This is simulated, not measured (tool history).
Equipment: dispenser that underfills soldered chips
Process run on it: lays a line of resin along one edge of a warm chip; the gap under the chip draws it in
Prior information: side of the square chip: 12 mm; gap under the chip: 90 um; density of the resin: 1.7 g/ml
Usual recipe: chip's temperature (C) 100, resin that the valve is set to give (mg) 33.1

run,hour,chip's temperature (C),resin that the valve is set to give (mg),time until the resin shows at the far edge (s),resin that the valve gave (mg)
1,0,100,33.1,117,31.77
2,4.3,110,33.1,56.2,31.79
3,9.9,110,33.1,69.3,31.92
4,16.8,110,33.1,53.1,31.55
5,22.1,110,33.1,65.8,31.32
6,28,110,33.1,81.3,31.23
7,32.7,100,33.1,87.1,31.59
8,38.2,100,33.1,105.9,31.16
9,44.8,100,33.1,80.8,31.04
10,51.4,100,33.1,104.8,31.05
11,57.7,100,33.1,75.5,32.96
12,61.3,100,33.1,86.9,32.91
13,65,100,33.1,99.3,33.13
14,68.9,100,33.1,113,32.99
15,75.9,100,33.1,87,32.74
16,80.6,100,33.1,106.2,32.82
17,87.2,100,33.1,83,32.42
18,91.3,100,33.1,94.4,32.39
19,96.3,109,39.4,79.2,38.05
20,99.4,109,39.4,51.4,38.26
21,104.3,109,39.4,63.1,38.28
22,107.1,113,31,61.6,29.96
23,110,113,31,69.7,30.04
24,116,111,29.1,58.8,28.23
25,119,111,29.1,66.1,27.96
26,125.5,110,32.2,85.1,30.64
27,128.9,100,34.6,81.7,32.95
28,132.8,100,34.6,93.5,33.02
29,136.7,100,35.1,110,33.62
30,141.1,100,35.1,79.6,33.26
31,147.9,100,35.1,99.1,33.14
32,152.2,114,35.1,68.5,33.02
33,158.6,107,41.1,68.6,38.59
34,162.4,101,29.6,104.8,27.62
35,170.1,95,30.5,97,30.45
36,175.8,105,29.4,81.3,29.41

Put back what was entered between runs (15 entries, withheld): which listed runs does each sit between, and how does the hidden state differ from the listed run before to the listed run after?
Run 1 -> run 2: new syringe of resin (hour 2.2)
  resin's viscosity, % of fresh resin's: 153.3 -> 109.3; dose that the valve gives, % of what is set: 96.34 -> 96.13
  measured value less the no-hidden-state value, time until the resin shows at the far edge (s): +40.8 -> +5; resin that the valve gave (mg): -1.2 -> -1.27
Run 3 -> run 4: new syringe of resin (hour 15.7)
  resin's viscosity, % of fresh resin's: 135 -> 104.2; dose that the valve gives, % of what is set: 95.79 -> 95.35; true chip temperature over the reading, C: 0.12 -> 0.13
  measured value less the no-hidden-state value, time until the resin shows at the far edge (s): +18.2 -> +2.4; resin that the valve gave (mg): -1.4 -> -1.54
Run 6 -> run 7: new syringe of resin (hour 29.3)
  resin's viscosity, % of fresh resin's: 159.3 -> 114.1; dose that the valve gives, % of what is set: 94.63 -> 94.35; true chip temperature over the reading, C: 0.15 -> 0.16
  measured value less the no-hidden-state value, time until the resin shows at the far edge (s): +30.7 -> +11.1; resin that the valve gave (mg): -1.77 -> -1.89
Run 8 -> run 9: new syringe of resin (hour 43.2)
  resin's viscosity, % of fresh resin's: 140.2 -> 105.6; dose that the valve gives, % of what is set: 94.02 -> 93.63; true chip temperature over the reading, C: 0.16 -> 0.17
  measured value less the no-hidden-state value, time until the resin shows at the far edge (s): +30.7 -> +4.7; resin that the valve gave (mg): -1.98 -> -2.11
Run 10 -> run 11: dispensing valve cleaned and set on the balance (hour 54.8); new syringe of resin (hour 57.7)
  resin's viscosity, % of fresh resin's: 135.8 -> 99.2; dose that the valve gives, % of what is set: 93.21 -> 99.87; true chip temperature over the reading, C: 0.18 -> 0.19
  measured value less the no-hidden-state value, time until the resin shows at the far edge (s): +28.2 -> -1.1; resin that the valve gave (mg): -2.26 -> -0.04
Run 14 -> run 15: new syringe of resin (hour 71.6)
  resin's viscosity, % of fresh resin's: 151.1 -> 116.8; dose that the valve gives, % of what is set: 99.15 -> 98.73; true chip temperature over the reading, C: 0.21 -> 0.22
  measured value less the no-hidden-state value, time until the resin shows at the far edge (s): +37.9 -> +12; resin that the valve gave (mg): -0.28 -> -0.42
Run 16 -> run 17: new syringe of resin (hour 85.2)
  resin's viscosity, % of fresh resin's: 139.4 -> 107.6; dose that the valve gives, % of what is set: 98.42 -> 98.03
  measured value less the no-hidden-state value, time until the resin shows at the far edge (s): +29.7 -> +5.4; resin that the valve gave (mg): -0.53 -> -0.66
Run 19 -> run 20: new syringe of resin (hour 99.2)
  resin's viscosity, % of fresh resin's: 151.5 -> 99.5; dose that the valve gives, % of what is set: 97.46 -> 97.28
  measured value less the no-hidden-state value, time until the resin shows at the far edge (s): +26.6 -> -0.7; resin that the valve gave (mg): -0.99 -> -1.07
Run 23 -> run 24: new syringe of resin (hour 113)
  resin's viscosity, % of fresh resin's: 148.3 -> 113.5; dose that the valve gives, % of what is set: 96.63 -> 96.27; true chip temperature over the reading, C: 0.27 -> 0.28
  measured value less the no-hidden-state value, time until the resin shows at the far edge (s): +22.6 -> +7; resin that the valve gave (mg): -1.05 -> -1.09
Run 26 -> run 27: new syringe of resin (hour 126.7)
  resin's viscosity, % of fresh resin's: 162.5 -> 108.9; dose that the valve gives, % of what is set: 95.64 -> 95.45; true chip temperature over the reading, C: 0.29 -> 0.3
  measured value less the no-hidden-state value, time until the resin shows at the far edge (s): +32.5 -> +6.3; resin that the valve gave (mg): -1.4 -> -1.58
Run 29 -> run 30: new syringe of resin (hour 140.4)
  resin's viscosity, % of fresh resin's: 146.3 -> 102.2; dose that the valve gives, % of what is set: 94.99 -> 94.75
  measured value less the no-hidden-state value, time until the resin shows at the far edge (s): +34.2 -> +1.3; resin that the valve gave (mg): -1.77 -> -1.85
Run 32 -> run 33: new syringe of resin (hour 154.1)
  resin's viscosity, % of fresh resin's: 155.3 -> 120.4; dose that the valve gives, % of what is set: 94.04 -> 93.65; true chip temperature over the reading, C: 0.33 -> 0.34
  measured value less the no-hidden-state value, time until the resin shows at the far edge (s): +24.1 -> +11.1; resin that the valve gave (mg): -2.09 -> -2.61
Run 34 -> run 35: dispensing valve cleaned and set on the balance (hour 163.6); new syringe of resin (hour 168.9)
  resin's viscosity, % of fresh resin's: 138.7 -> 102.3; dose that the valve gives, % of what is set: 93.44 -> 100.16; true chip temperature over the reading, C: 0.35 -> 0.36
  measured value less the no-hidden-state value, time until the resin shows at the far edge (s): +29.7 -> +0.7; resin that the valve gave (mg): -1.93 -> +0.05
